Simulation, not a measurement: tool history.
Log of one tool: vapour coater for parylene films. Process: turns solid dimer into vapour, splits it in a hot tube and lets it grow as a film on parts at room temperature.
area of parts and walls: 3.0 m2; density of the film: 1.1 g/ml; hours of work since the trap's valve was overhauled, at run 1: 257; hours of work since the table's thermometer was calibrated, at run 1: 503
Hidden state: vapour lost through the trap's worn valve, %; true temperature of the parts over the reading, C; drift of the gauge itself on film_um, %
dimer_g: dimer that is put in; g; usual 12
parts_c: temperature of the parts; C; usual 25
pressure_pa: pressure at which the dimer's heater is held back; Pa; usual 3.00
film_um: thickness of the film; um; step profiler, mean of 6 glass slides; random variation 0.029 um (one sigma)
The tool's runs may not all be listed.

run	day	dimer_g	parts_c	pressure_pa	hours of work since the trap's valve was overhauled	hours of work since the table's thermometer was calibrated	film_um
1	0.000	12	25	3.00	257	503	2.50
2	1.979	12	25	3.00	299	545	2.54
3	3.204	12	25	3.00	325	571	2.43
4	4.054	12	25	3.00	343	589	2.54
5	5.500	12	25	11.88	374	620	2.20
6	6.600	12	25	11.88	397	643	2.20
7	8.050	16	25	3.00	428	674	3.24
8	9.354	16	25	3.00	456	702	3.18
9	10.621	16	25	3.00	483	729	3.19
10	12.279	16	25	3.00	518	764	3.18
11	14.192	16	37	11.11	559	805	1.58
12	15.629	9	33	6.81	589	835	1.10
13	17.162	9	33	6.81	622	868	1.12
14	18.608	9	33	6.81	653	899	1.10
15	19.467	13	33	3.80	671	917	1.61
# day 20.592: trap's valve overhauled
16	21.492	13	33	3.80	19	957	1.88
17	22.712	17	23	9.32	45	982	3.72
18	24.325	12	24	3.99	79	1017	2.66

Forecast run 19:
19	25.992	7	27	9.10	115	1052	?

Run 19 gave film_um 1.23 um.
Without the tool's hidden state the same run would have given film_um 1.30 um.
